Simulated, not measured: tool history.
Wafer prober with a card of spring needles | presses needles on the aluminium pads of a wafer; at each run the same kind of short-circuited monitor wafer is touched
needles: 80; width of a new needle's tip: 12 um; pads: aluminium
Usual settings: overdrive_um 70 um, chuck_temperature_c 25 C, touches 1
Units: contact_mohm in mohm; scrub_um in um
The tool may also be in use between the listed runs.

run	hour	overdrive_um	chuck_temperature_c	touches	contact_mohm	scrub_um
1	0.0	70	25	1	274	8.55
2	52.6	70	25	1	270	8.91
3	120.2	70	25	1	312	8.84
4	163.3	51	25	1	386	6.44
5	237.6	70	25	1	270	8.73
6	315.4	70	25	1	344	8.64
7	351.0	70	25	1	293	8.62
8	386.2	70	68	1	336	8.59
9	434.2	53	25	1	292	6.43
10	506.4	70	25	1	291	8.46
11	588.0	70	117	1	352	8.88
12	633.2	70	25	1	269	8.80
13	704.6	85	25	1	261	10.71
14	779.3	60	84	2	288	7.37
15	822.4	60	84	2	316	7.37
16	907.9	60	84	2	331	7.27
17	952.6	60	84	2	328	7.25
18	1000.0	60	84	2	343	7.20
19	1037.9	62	25	2	323	7.87
20	1087.5	70	78	2	305	8.89
21	1166.9	72	78	2	290	9.03
22	1247.6	60	25	2	323	7.40
23	1305.0	60	32	1	411	7.40

Taken out of this log: 126 entries between the listed runs. Where each belongs, and how the hidden state differs across it:
Between runs 1 and 2: tips cleaned on abrasive film (hour 9.5); tips cleaned on abrasive film (hour 19.0); tips cleaned on abrasive film (hour 30.8); tips cleaned on abrasive film (hour 42.6); height of the first contact set anew (hour 47.6); tips cleaned on abrasive film (hour 52.6)
  debris on the tips, nm: 13.8 -> 8.2; way that the needles fall short of the set height, um: 2.97 -> 0.08; tips' diameter, um: 14.24 -> 14.38
  measured less the result without the state, contact_mohm: +15 -> +9 mohm; scrub_um: -0.38 -> -0.01 um
Between runs 2 and 3: tips cleaned on abrasive film (hour 62.1); tips cleaned on abrasive film (hour 71.6); tips cleaned on abrasive film (hour 81.1); tips cleaned on abrasive film (hour 92.9); tips cleaned on abrasive film (hour 102.4); tips cleaned on abrasive film (hour 114.2)
  debris on the tips, nm: 8.2 -> 64.4; way that the needles fall short of the set height, um: 0.08 -> 0.51; tips' diameter, um: 14.38 -> 14.53
  measured less the result without the state, contact_mohm: +9 -> +56 mohm; scrub_um: -0.01 -> -0.07 um
Between runs 3 and 4: tips cleaned on abrasive film (hour 125.0); tips cleaned on abrasive film (hour 134.5); tips cleaned on abrasive film (hour 144.0); tips cleaned on abrasive film (hour 155.8)
  debris on the tips, nm: 64.4 -> 76.6; way that the needles fall short of the set height, um: 0.51 -> 0.82; tips' diameter, um: 14.53 -> 14.64
  measured less the result without the state, contact_mohm: +56 -> +122 mohm; scrub_um: -0.07 -> -0.10 um
Between runs 4 and 5: tips cleaned on abrasive film (hour 165.7); tips cleaned on abrasive film (hour 175.2); tips cleaned on abrasive film (hour 184.7); tips cleaned on abrasive film (hour 196.5); tips cleaned on abrasive film (hour 206.0); tips cleaned on abrasive film (hour 215.5); tips cleaned on abrasive film (hour 227.3); tips cleaned on abrasive film (hour 237.6)
  debris on the tips, nm: 76.6 -> 8.5; way that the needles fall short of the set height, um: 0.82 -> 1.42; tips' diameter, um: 14.64 -> 14.85
  measured less the result without the state, contact_mohm: +122 -> +10 mohm; scrub_um: -0.10 -> -0.18 um
Between runs 5 and 6: tips cleaned on abrasive film (hour 249.4); tips cleaned on abrasive film (hour 261.2); tips cleaned on abrasive film (hour 273.1); tips cleaned on abrasive film (hour 284.9); tips cleaned on abrasive film (hour 294.4); tips cleaned on abrasive film (hour 306.2)
  debris on the tips, nm: 8.5 -> 94.2; way that the needles fall short of the set height, um: 1.42 -> 1.91; tips' diameter, um: 14.85 -> 15.02
  measured less the result without the state, contact_mohm: +10 -> +89 mohm; scrub_um: -0.18 -> -0.25 um
Between runs 6 and 7: tips cleaned on abrasive film (hour 317.8); tips cleaned on abrasive film (hour 327.3); tips cleaned on abrasive film (hour 339.2); tips cleaned on abrasive film (hour 348.6)
  debris on the tips, nm: 94.2 -> 37.1; way that the needles fall short of the set height, um: 1.91 -> 2.24; tips' diameter, um: 15.02 -> 15.14
  measured less the result without the state, contact_mohm: +89 -> +37 mohm; scrub_um: -0.25 -> -0.29 um
Between runs 7 and 8: tips cleaned on abrasive film (hour 360.4); tips cleaned on abrasive film (hour 369.9); tips cleaned on abrasive film (hour 379.4)
  debris on the tips, nm: 37.1 -> 70.9; way that the needles fall short of the set height, um: 2.24 -> 2.51; tips' diameter, um: 15.14 -> 15.23
  measured less the result without the state, contact_mohm: +37 -> +67 mohm; scrub_um: -0.29 -> -0.32 um
Between runs 8 and 9: tips cleaned on abrasive film (hour 391.0); tips cleaned on abrasive film (hour 400.5); tips cleaned on abrasive film (hour 412.3); tips cleaned on abrasive film (hour 424.1); tips cleaned on abrasive film (hour 433.6)
  debris on the tips, nm: 70.9 -> 14.7; way that the needles fall short of the set height, um: 2.51 -> 2.94; tips' diameter, um: 15.23 -> 15.38
  measured less the result without the state, contact_mohm: +67 -> +29 mohm; scrub_um: -0.32 -> -0.37 um
Between runs 9 and 10: tips cleaned on abrasive film (hour 443.6); tips cleaned on abrasive film (hour 453.1); tips cleaned on abrasive film (hour 465.0); tips cleaned on abrasive film (hour 474.4); tips cleaned on abrasive film (hour 483.9); tips cleaned on abrasive film (hour 495.8); tips cleaned on abrasive film (hour 505.2)
  debris on the tips, nm: 14.7 -> 27.5; way that the needles fall short of the set height, um: 2.94 -> 3.5; tips' diameter, um: 15.38 -> 15.58
  measured less the result without the state, contact_mohm: +29 -> +32 mohm; scrub_um: -0.37 -> -0.45 um
Between runs 10 and 11: tips cleaned on abrasive film (hour 515.8); tips cleaned on abrasive film (hour 525.3); height of the first contact set anew (hour 525.6); tips cleaned on abrasive film (hour 535.1); tips cleaned on abrasive film (hour 546.9); tips cleaned on abrasive film (hour 558.8); tips cleaned on abrasive film (hour 570.6); tips cleaned on abrasive film (hour 580.1)
  debris on the tips, nm: 27.5 -> 79.4; way that the needles fall short of the set height, um: 3.5 -> 0.37; tips' diameter, um: 15.58 -> 15.76
  measured less the result without the state, contact_mohm: +32 -> +69 mohm; scrub_um: -0.45 -> -0.05 um
Between runs 11 and 12: tips cleaned on abrasive film (hour 590.4); tips cleaned on abrasive film (hour 602.3); tips cleaned on abrasive film (hour 614.1); tips cleaned on abrasive film (hour 623.6); tips cleaned on abrasive film (hour 633.2)
  debris on the tips, nm: 79.4 -> 8.3; way that the needles fall short of the set height, um: 0.37 -> 0.76; tips' diameter, um: 15.76 -> 15.89
  measured less the result without the state, contact_mohm: +69 -> +12 mohm; scrub_um: -0.05 -> -0.10 um
Between runs 12 and 13: tips cleaned on abrasive film (hour 642.7); tips cleaned on abrasive film (hour 652.2); tips cleaned on abrasive film (hour 664.0); tips cleaned on abrasive film (hour 673.5); tips cleaned on abrasive film (hour 685.3); tips cleaned on abrasive film (hour 694.8); tips cleaned on abrasive film (hour 704.6)
  debris on the tips, nm: 8.3 -> 6.4; way that the needles fall short of the set height, um: 0.76 -> 1.28; tips' diameter, um: 15.89 -> 16.08
  measured less the result without the state, contact_mohm: +12 -> +7 mohm; scrub_um: -0.10 -> -0.16 um
Between runs 13 and 14: tips cleaned on abrasive film (hour 714.1); tips cleaned on abrasive film (hour 725.9); tips cleaned on abrasive film (hour 735.4); tips cleaned on abrasive film (hour 747.2); tips cleaned on abrasive film (hour 756.7); tips cleaned on abrasive film (hour 768.5); tips cleaned on abrasive film (hour 779.3)
  debris on the tips, nm: 6.4 -> 9.8; way that the needles fall short of the set height, um: 1.28 -> 1.87; tips' diameter, um: 16.08 -> 16.28
  measured less the result without the state, contact_mohm: +7 -> +12 mohm; scrub_um: -0.16 -> -0.24 um
Between runs 14 and 15: tips cleaned on abrasive film (hour 788.8); tips cleaned on abrasive film (hour 798.3); tips cleaned on abrasive film (hour 810.1); tips cleaned on abrasive film (hour 819.6)
  debris on the tips, nm: 9.8 -> 45.8; way that the needles fall short of the set height, um: 1.87 -> 2.22; tips' diameter, um: 16.28 -> 16.4
  measured less the result without the state, contact_mohm: +12 -> +41 mohm; scrub_um: -0.24 -> -0.28 um
Between runs 15 and 16: tips cleaned on abrasive film (hour 829.6); tips cleaned on abrasive film (hour 839.1); tips cleaned on abrasive film (hour 848.6); tips cleaned on abrasive film (hour 860.4); tips cleaned on abrasive film (hour 872.2); tips cleaned on abrasive film (hour 884.0); tips cleaned on abrasive film (hour 893.5); tips cleaned on abrasive film (hour 903.0)
  debris on the tips, nm: 45.8 -> 58.4; way that the needles fall short of the set height, um: 2.22 -> 2.91; tips' diameter, um: 16.4 -> 16.65
  measured less the result without the state, contact_mohm: +41 -> +53 mohm; scrub_um: -0.28 -> -0.38 um
Between runs 16 and 17: tips cleaned on abrasive film (hour 912.6); tips cleaned on abrasive film (hour 924.5); tips cleaned on abrasive film (hour 936.3); tips cleaned on abrasive film (hour 948.1)
  debris on the tips, nm: 58.4 -> 55.4; way that the needles fall short of the set height, um: 2.91 -> 3.16; tips' diameter, um: 16.65 -> 16.74
  measured less the result without the state, contact_mohm: +53 -> +52 mohm; scrub_um: -0.38 -> -0.41 um
Between runs 17 and 18: tips cleaned on abrasive film (hour 959.7); tips cleaned on abrasive film (hour 971.6); tips cleaned on abrasive film (hour 981.1); tips cleaned on abrasive film (hour 992.9)
  debris on the tips, nm: 55.4 -> 72; way that the needles fall short of the set height, um: 3.16 -> 3.46; tips' diameter, um: 16.74 -> 16.84
  measured less the result without the state, contact_mohm: +52 -> +67 mohm; scrub_um: -0.41 -> -0.44 um
Between runs 18 and 19: tips cleaned on abrasive film (hour 1002.4); height of the first contact set anew (hour 1005.1); tips cleaned on abrasive film (hour 1012.2); tips cleaned on abrasive film (hour 1021.7); tips cleaned on abrasive film (hour 1031.2)
  debris on the tips, nm: 72 -> 73.2; way that the needles fall short of the set height, um: 3.46 -> 0.23; tips' diameter, um: 16.84 -> 16.95
  measured less the result without the state, contact_mohm: +67 -> +63 mohm; scrub_um: -0.44 -> -0.03 um
Between runs 19 and 20: tips cleaned on abrasive film (hour 1042.7); tips cleaned on abrasive film (hour 1052.2); tips cleaned on abrasive film (hour 1064.0); tips cleaned on abrasive film (hour 1073.5); tips cleaned on abrasive film (hour 1083.0)
  debris on the tips, nm: 73.2 -> 49.6; way that the needles fall short of the set height, um: 0.23 -> 0.68; tips' diameter, um: 16.95 -> 17.11
  measured less the result without the state, contact_mohm: +63 -> +35 mohm; scrub_um: -0.03 -> -0.09 um
Between runs 20 and 21: tips cleaned on abrasive film (hour 1094.6); tips cleaned on abrasive film (hour 1104.1); tips cleaned on abrasive film (hour 1113.6); tips cleaned on abrasive film (hour 1125.4); tips cleaned on abrasive film (hour 1134.9); tips cleaned on abrasive film (hour 1146.8); tips cleaned on abrasive film (hour 1156.2); tips cleaned on abrasive film (hour 1165.7)
  debris on the tips, nm: 49.6 -> 20.5; way that the needles fall short of the set height, um: 0.68 -> 1.31; tips' diameter, um: 17.11 -> 17.33
  measured less the result without the state, contact_mohm: +35 -> +17 mohm; scrub_um: -0.09 -> -0.17 um
Between runs 21 and 22: tips cleaned on abrasive film (hour 1176.4); tips cleaned on abrasive film (hour 1188.2); tips cleaned on abrasive film (hour 1200.1); tips cleaned on abrasive film (hour 1211.9); tips cleaned on abrasive film (hour 1223.7); tips cleaned on abrasive film (hour 1233.2); tips cleaned on abrasive film (hour 1242.7)
  debris on the tips, nm: 20.5 -> 63.1; way that the needles fall short of the set height, um: 1.31 -> 1.84; tips' diameter, um: 17.33 -> 17.52
  measured less the result without the state, contact_mohm: +17 -> +65 mohm; scrub_um: -0.17 -> -0.24 um
Between runs 22 and 23: tips cleaned on abrasive film (hour 1252.4); tips cleaned on abrasive film (hour 1264.3); tips cleaned on abrasive film (hour 1276.1); tips cleaned on abrasive film (hour 1285.6); tips cleaned on abrasive film (hour 1297.4)
  debris on the tips, nm: 63.1 -> 88.9; way that the needles fall short of the set height, um: 1.84 -> 2.24; tips' diameter, um: 17.52 -> 17.65
  measured less the result without the state, contact_mohm: +65 -> +148 mohm; scrub_um: -0.24 -> -0.29 um
